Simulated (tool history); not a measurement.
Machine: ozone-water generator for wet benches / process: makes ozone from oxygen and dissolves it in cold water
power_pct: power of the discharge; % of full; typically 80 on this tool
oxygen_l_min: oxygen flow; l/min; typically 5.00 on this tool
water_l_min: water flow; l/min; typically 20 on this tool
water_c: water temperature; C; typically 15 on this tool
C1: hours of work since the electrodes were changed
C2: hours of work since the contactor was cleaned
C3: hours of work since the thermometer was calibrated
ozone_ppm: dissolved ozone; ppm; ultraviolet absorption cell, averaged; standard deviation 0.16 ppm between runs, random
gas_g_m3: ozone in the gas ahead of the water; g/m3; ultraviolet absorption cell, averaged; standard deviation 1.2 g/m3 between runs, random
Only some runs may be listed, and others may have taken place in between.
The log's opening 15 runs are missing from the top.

run 16 hour=583.0 | power_pct=80 oxygen_l_min=5.00 water_l_min=15 water_c=15 | C1=1586 C2=3485 C3=3544 | ozone_ppm=26.6 gas_g_m3=216.4
run 17 hour=632.5 | power_pct=80 oxygen_l_min=5.00 water_l_min=15 water_c=15 | C1=1619 C2=3518 C3=3577 | ozone_ppm=26.4 gas_g_m3=216.7
run 18 hour=674.9 | power_pct=80 oxygen_l_min=5.00 water_l_min=22 water_c=15 | C1=1647 C2=3546 C3=3605 | ozone_ppm=19.2 gas_g_m3=213.8
run 19 hour=738.7 | power_pct=80 oxygen_l_min=5.00 water_l_min=22 water_c=15 | C1=1690 C2=3588 C3=3648 | ozone_ppm=19.4 gas_g_m3=214.2
run 20 hour=783.6 | power_pct=80 oxygen_l_min=5.39 water_l_min=20 water_c=15 | C1=1719 C2=3618 C3=3678 | ozone_ppm=20.6 gas_g_m3=204.8
run 21 hour=831.0 | power_pct=80 oxygen_l_min=5.00 water_l_min=21 water_c=13 | C1=1751 C2=3650 C3=3709 | ozone_ppm=20.9 gas_g_m3=215.2
-- hour=858.2 gauge calibrated
run 22 hour=874.2 | power_pct=59 oxygen_l_min=8.26 water_l_min=20 water_c=17 | C1=1780 C2=3678 C3=3738 | ozone_ppm=15.0 gas_g_m3=124.8
run 23 hour=906.0 | power_pct=59 oxygen_l_min=8.88 water_l_min=20 water_c=17 | C1=1801 C2=3700 C3=3759 | ozone_ppm=14.5 gas_g_m3=118.5
run 24 hour=960.9 | power_pct=73 oxygen_l_min=6.11 water_l_min=20 water_c=15 | C1=1838 C2=3736 C3=3796 | ozone_ppm=19.3 gas_g_m3=177.9
run 25 hour=1023.3 | power_pct=69 oxygen_l_min=7.31 water_l_min=20 water_c=15 | C1=1879 C2=3778 C3=3837 | ozone_ppm=17.7 gas_g_m3=152.1
run 26 hour=1062.0 | power_pct=45 oxygen_l_min=3.07 water_l_min=13 water_c=15 | C1=1905 C2=3804 C3=3863 | ozone_ppm=20.2 gas_g_m3=199.6
run 27 hour=1097.2 | power_pct=90 oxygen_l_min=5.00 water_l_min=13 water_c=15 | C1=1928 C2=3827 C3=3886 | ozone_ppm=32.1 gas_g_m3=239.5
run 28 hour=1144.2 | power_pct=80 oxygen_l_min=3.22 water_l_min=17 water_c=13 | C1=1960 C2=3858 C3=3918 | ozone_ppm=25.5 gas_g_m3=292.4
run 29 hour=1178.0 | power_pct=80 oxygen_l_min=3.22 water_l_min=17 water_c=13 | C1=1982 C2=3881 C3=3940 | ozone_ppm=25.2 gas_g_m3=292.5
run 30 hour=1220.6 | power_pct=80 oxygen_l_min=4.09 water_l_min=17 water_c=11 | C1=2011 C2=3909 C3=3969 | ozone_ppm=25.8 gas_g_m3=249.9
run 31 hour=1251.8 | power_pct=92 oxygen_l_min=4.09 water_l_min=17 water_c=11 | C1=2031 C2=3930 C3=3989 | ozone_ppm=29.0 gas_g_m3=277.9
run 32 hour=1287.8 | power_pct=65 oxygen_l_min=8.00 water_l_min=19 water_c=8 | C1=2055 C2=3954 C3=4013 | ozone_ppm=19.9 gas_g_m3=135.7

Forecast each of these 4 alternatives for the next run:
run A hour=1325.1 | power_pct=65 oxygen_l_min=6.81 water_l_min=19 water_c=10 | C1=2080 C2=3979 C3=4038 | ozone_ppm=? gas_g_m3=?
run B hour=1325.1 | power_pct=65 oxygen_l_min=8.00 water_l_min=17 water_c=8 | C1=2080 C2=3979 C3=4038 | ozone_ppm=? gas_g_m3=?
run C hour=1325.1 | power_pct=55 oxygen_l_min=7.16 water_l_min=24 water_c=8 | C1=2080 C2=3979 C3=4038 | ozone_ppm=? gas_g_m3=?
run D hour=1325.1 | power_pct=65 oxygen_l_min=8.00 water_l_min=19 water_c=22 | C1=2080 C2=3979 C3=4038 | ozone_ppm=? gas_g_m3=?

run=A ozone_ppm=19.1 gas_g_m3=152.5
run=B ozone_ppm=21.5 gas_g_m3=135.8
run=C ozone_ppm=14.3 gas_g_m3=128.9
run=D ozone_ppm=15.4 gas_g_m3=136.3
What these runs would have given with no unlogged condition in the tool:
run=A ozone_ppm=19.1 gas_g_m3=155.1
run=B ozone_ppm=21.5 gas_g_m3=138.2
run=C ozone_ppm=14.4 gas_g_m3=131.1
run=D ozone_ppm=15.4 gas_g_m3=138.6

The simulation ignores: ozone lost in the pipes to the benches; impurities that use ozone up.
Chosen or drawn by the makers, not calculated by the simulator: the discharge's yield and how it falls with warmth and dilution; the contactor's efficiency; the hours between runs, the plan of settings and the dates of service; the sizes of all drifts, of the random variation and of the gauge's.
